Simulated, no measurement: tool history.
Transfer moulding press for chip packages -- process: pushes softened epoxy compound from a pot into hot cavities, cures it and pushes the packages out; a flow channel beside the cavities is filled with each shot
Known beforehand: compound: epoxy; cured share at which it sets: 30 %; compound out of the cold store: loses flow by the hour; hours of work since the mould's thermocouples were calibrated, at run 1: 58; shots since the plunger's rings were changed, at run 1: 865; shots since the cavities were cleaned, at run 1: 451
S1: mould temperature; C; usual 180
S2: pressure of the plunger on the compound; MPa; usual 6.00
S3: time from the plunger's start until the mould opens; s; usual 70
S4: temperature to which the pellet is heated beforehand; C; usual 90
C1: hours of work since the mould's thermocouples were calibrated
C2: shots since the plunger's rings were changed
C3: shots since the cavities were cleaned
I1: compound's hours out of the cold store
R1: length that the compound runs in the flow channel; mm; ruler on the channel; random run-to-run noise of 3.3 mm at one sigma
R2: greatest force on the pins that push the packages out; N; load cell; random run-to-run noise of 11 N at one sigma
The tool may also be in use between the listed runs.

run   hour   S1    S2  S3  S4   C1    C2   C3    I1   R1   R2
  1    0.0  180  6.00  70  90   58   865  451  46.8  466  485
  2   26.5  180  6.00  97  90   73  1225  811  12.5  546  310
      31.0  -- cavities cleaned with cleaning compound and waxed
  3   48.3  180  6.00  97  90   83  1502  236  29.1  501  297
  4   74.6  180  6.00  97  90   98  1859  593  40.4  480  314
      95.6  -- cavities cleaned with cleaning compound and waxed
  5  104.7  180  7.26  70  90  113  2249  124  35.2  539  494
  6  136.9  180  6.00  70  90  130  2687  562  35.1  485  488
     157.9  -- plunger's sealing rings changed
  7  157.9  180  6.00  70  90  140     0  814  45.0  463  481
     161.9  -- cavities cleaned with cleaning compound and waxed
  8  194.7  180  6.78  70  90  159   481  447  15.1  571  527
     226.1  -- cavities cleaned with cleaning compound and waxed
  9  236.4  180  6.78  70  90  180  1028  140  46.7  498  471
 10  276.2  180  6.78  70  90  202  1570  682  36.0  517  479
     289.9  -- cavities cleaned with cleaning compound and waxed
 11  301.3  180  6.00  70  90  214  1891  156  26.5  511  480
 12  333.4  180  6.00  70  90  232  2328  593  46.0  465  479
     352.5  -- cavities cleaned with cleaning compound and waxed
 13  353.2  180  6.00  70  86  241  2577   10  14.6  538  536
 14  373.1  180  6.00  70  86  252  2848  281  43.4  468  487
     383.5  -- plunger's sealing rings changed
 15  413.5  180  6.00  70  86  272   408  796  43.8  465  508
     418.4  -- cavities cleaned with cleaning compound and waxed
 16  431.9  188  6.00  94  90  281   638  183  31.3  484  283
 17  464.9  186  6.00  70  84  299  1087  632  26.7  501  389
     481.7  -- cavities cleaned with cleaning compound and waxed
     489.1  -- mould's thermocouples calibrated
 18  491.1  186  6.00  70  84    1  1397  101  26.1  503  376
 19  515.5  181  6.00  91  84   14  1729  433  27.7  506  308
 20  537.6  183  7.04  70  90   26  2030  734  12.9  583  436
     549.0  -- cavities cleaned with cleaning compound and waxed
 21  568.4  183  7.10  70  92   42  2428  264  10.6  595  454
     608.9  -- plunger's sealing rings changed
 22  609.2  179  5.08  76  84   62     4  786  42.3  438  430
     616.0  -- cavities cleaned with cleaning compound and waxed
 23  632.9  179  5.08  76  84   74   306  230  47.8  421  431
 24  655.6  180  5.08  76  81   86   615  539  14.2  497  454
     679.6  -- cavities cleaned with cleaning compound and waxed
 25  696.6  180  5.80  70  91  107  1152  230  16.0  534  535
 26  725.8  180  5.80  70  91  123  1550  628  44.2  459  491
     742.3  -- cavities cleaned with cleaning compound and waxed
 27  755.3  176  5.26  67  88  138  1932  178  24.3  493  753

Entry by entry between the runs, the difference in hidden state between the last listed run before and the first listed run after:
Logged between run 2 and run 3: cavities cleaned with cleaning compound and waxed (hour 31.0)
  pressure that reaches the compound, % of what is set: 99.88 -> 99.85; grip of the stained cavities, % over clean ones': 1.6 -> 0.7
Logged between run 4 and run 5: cavities cleaned with cleaning compound and waxed (hour 95.6)
  pressure that reaches the compound, % of what is set: 99.82 -> 99.78; grip of the stained cavities, % over clean ones': 1.4 -> 0.5
Logged between run 6 and run 7: plunger's sealing rings changed (hour 157.9)
  pressure that reaches the compound, % of what is set: 99.73 -> 99.99; grip of the stained cavities, % over clean ones': 1.4 -> 1.7
Logged between run 7 and run 8: cavities cleaned with cleaning compound and waxed (hour 161.9)
  pressure that reaches the compound, % of what is set: 99.99 -> 99.95; grip of the stained cavities, % over clean ones': 1.7 -> 1.2
Logged between run 8 and run 9: cavities cleaned with cleaning compound and waxed (hour 226.1)
  true mould temperature over the reading, C: 0 -> -0.01; pressure that reaches the compound, % of what is set: 99.95 -> 99.89; grip of the stained cavities, % over clean ones': 1.2 -> 0.5
Logged between run 10 and run 11: cavities cleaned with cleaning compound and waxed (hour 289.9)
  pressure that reaches the compound, % of what is set: 99.84 -> 99.81; grip of the stained cavities, % over clean ones': 1.5 -> 0.5
Logged between run 12 and run 13: cavities cleaned with cleaning compound and waxed (hour 352.5)
  pressure that reaches the compound, % of what is set: 99.77 -> 99.74; grip of the stained cavities, % over clean ones': 1.4 -> 0.1
Logged between run 14 and run 15: plunger's sealing rings changed (hour 383.5)
  pressure that reaches the compound, % of what is set: 99.72 -> 99.95; grip of the stained cavities, % over clean ones': 0.9 -> 1.7
Logged between run 15 and run 16: cavities cleaned with cleaning compound and waxed (hour 418.4)
  pressure that reaches the compound, % of what is set: 99.95 -> 99.93; grip of the stained cavities, % over clean ones': 1.7 -> 0.6
Logged between run 17 and run 18: cavities cleaned with cleaning compound and waxed (hour 481.7); mould's thermocouples calibrated (hour 489.1)
  true mould temperature over the reading, C: -0.01 -> 0; pressure that reaches the compound, % of what is set: 99.89 -> 99.86; grip of the stained cavities, % over clean ones': 1.4 -> 0.4
Logged between run 20 and run 21: cavities cleaned with cleaning compound and waxed (hour 549.0)
  pressure that reaches the compound, % of what is set: 99.79 -> 99.75; grip of the stained cavities, % over clean ones': 1.6 -> 0.8
Logged between run 21 and run 22: plunger's sealing rings changed (hour 608.9)
  pressure that reaches the compound, % of what is set: 99.75 -> 99.99; grip of the stained cavities, % over clean ones': 0.8 -> 1.6
Logged between run 22 and run 23: cavities cleaned with cleaning compound and waxed (hour 616.0)
  pressure that reaches the compound, % of what is set: 99.99 -> 99.96; grip of the stained cavities, % over clean ones': 1.6 -> 0.7
Logged between run 24 and run 25: cavities cleaned with cleaning compound and waxed (hour 679.6)
  pressure that reaches the compound, % of what is set: 99.93 -> 99.88; grip of the stained cavities, % over clean ones': 1.4 -> 0.7
Logged between run 26 and run 27: cavities cleaned with cleaning compound and waxed (hour 742.3)
  pressure that reaches the compound, % of what is set: 99.84 -> 99.81; grip of the stained cavities, % over clean ones': 1.5 -> 0.6

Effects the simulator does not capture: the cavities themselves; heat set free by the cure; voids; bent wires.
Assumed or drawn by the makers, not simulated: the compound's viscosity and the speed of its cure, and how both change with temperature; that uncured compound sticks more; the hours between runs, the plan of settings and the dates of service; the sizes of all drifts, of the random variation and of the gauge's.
